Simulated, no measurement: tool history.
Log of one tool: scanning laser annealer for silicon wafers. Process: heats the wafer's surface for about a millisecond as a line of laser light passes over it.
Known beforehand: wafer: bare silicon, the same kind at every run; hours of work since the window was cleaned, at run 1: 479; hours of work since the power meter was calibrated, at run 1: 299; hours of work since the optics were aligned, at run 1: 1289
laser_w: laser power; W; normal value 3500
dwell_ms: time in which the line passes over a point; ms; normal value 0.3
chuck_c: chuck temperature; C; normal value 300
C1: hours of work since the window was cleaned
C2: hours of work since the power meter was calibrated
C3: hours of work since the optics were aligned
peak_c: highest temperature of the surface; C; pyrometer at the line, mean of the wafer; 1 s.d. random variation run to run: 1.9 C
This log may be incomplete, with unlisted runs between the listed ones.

Run 1, day 0: usual settings; C1 479; C2 299; C3 1289. Result: peak_c 1066 C.
Run 2, day 0.292: usual settings; C1 485; C2 304; C3 1294. Result: peak_c 1064 C.
Run 3, day 0.6: usual settings; C1 490; C2 310; C3 1300. Result: peak_c 1064 C.
Run 4, day 0.95: usual settings; C1 497; C2 316; C3 1307. Result: peak_c 1063 C.
Run 5, day 1.196: usual settings; C1 502; C2 321; C3 1311. Result: peak_c 1066 C.
Run 6, day 1.392: usual settings but dwell_ms 0.284 ms; C1 505; C2 325; C3 1315. Result: peak_c 1044 C.
Run 7, day 1.679: usual settings but dwell_ms 0.284 ms; C1 511; C2 330; C3 1320. Result: peak_c 1049 C.
Run 8, day 1.954: usual settings but dwell_ms 0.371 ms; C1 516; C2 335; C3 1325. Result: peak_c 1136 C.
Run 9, day 2.262: usual settings but dwell_ms 0.219 ms; C1 522; C2 341; C3 1331. Result: peak_c 967 C.
Run 10, day 2.654: usual settings; C1 529; C2 348; C3 1338. Result: peak_c 1060 C.
Run 11, day 2.962: usual settings; C1 535; C2 354; C3 1344. Result: peak_c 1064 C.
Run 12, day 3.162: usual settings but laser_w 3079 W, dwell_ms 0.259 ms; C1 538; C2 358; C3 1348. Result: peak_c 933 C.
Run 13, day 3.442: usual settings but laser_w 3537 W, chuck_c 303 C; C1 543; C2 363; C3 1353. Result: peak_c 1073 C.
Run 14, day 3.688: usual settings but laser_w 3088 W, dwell_ms 0.236 ms, chuck_c 269 C; C1 548; C2 367; C3 1358. Result: peak_c 874 C.
Run 15, day 3.971: usual settings but laser_w 3088 W, dwell_ms 0.236 ms, chuck_c 269 C; C1 553; C2 373; C3 1363. Result: peak_c 879 C.
Run 16, day 4.304: usual settings but laser_w 3835 W, dwell_ms 0.377 ms, chuck_c 327 C; C1 560; C2 379; C3 1369. Result: peak_c 1244 C.
Run 17, day 4.5: usual settings but laser_w 3678 W, chuck_c 265 C; C1 563; C2 382; C3 1373. Result: peak_c 1064 C.
Run 18, day 4.671: usual settings but laser_w 3450 W, dwell_ms 0.309 ms, chuck_c 321 C; C1 566; C2 386; C3 1376. Result: peak_c 1079 C.
Run 19, day 4.967: usual settings but laser_w 3450 W, dwell_ms 0.309 ms, chuck_c 321 C; C1 572; C2 391; C3 1382. Result: peak_c 1083 C.
Run 20, day 5.288: usual settings but laser_w 3513 W, dwell_ms 0.327 ms, chuck_c 265 C; C1 578; C2 397; C3 1387. Result: peak_c 1057 C.
Run 21, day 5.575: usual settings but laser_w 3513 W, dwell_ms 0.327 ms, chuck_c 265 C; C1 583; C2 403; C3 1393. Result: peak_c 1058 C.

What if the next run were any one of these 5? Each begins from the tool's condition after run 21:
Run A, day 5.942: usual settings but laser_w 3563 W, dwell_ms 0.265 ms, chuck_c 265 C; C1 590; C2 409; C3 1400. Result: peak_c ?.
Run B, day 5.942: usual settings but laser_w 3154 W, dwell_ms 0.221 ms, chuck_c 331 C; C1 590; C2 409; C3 1400. Result: peak_c ?.
Run C, day 5.942: usual settings but laser_w 3270 W, dwell_ms 0.327 ms, chuck_c 327 C; C1 590; C2 409; C3 1400. Result: peak_c ?.
Run D, day 5.942: usual settings but laser_w 3260 W, chuck_c 273 C; C1 590; C2 409; C3 1400. Result: peak_c ?.
Run E, day 5.942: usual settings but laser_w 3059 W, dwell_ms 0.221 ms, chuck_c 308 C; C1 590; C2 409; C3 1400. Result: peak_c ?.

run  peak_c
  A     998
  B     936
  C    1065
  D     984
  E     891
Stripped of hidden state, with their random variation kept, the same runs would have yielded:
run  peak_c
  A    1033
  B     965
  C    1101
  D    1018
  E     919

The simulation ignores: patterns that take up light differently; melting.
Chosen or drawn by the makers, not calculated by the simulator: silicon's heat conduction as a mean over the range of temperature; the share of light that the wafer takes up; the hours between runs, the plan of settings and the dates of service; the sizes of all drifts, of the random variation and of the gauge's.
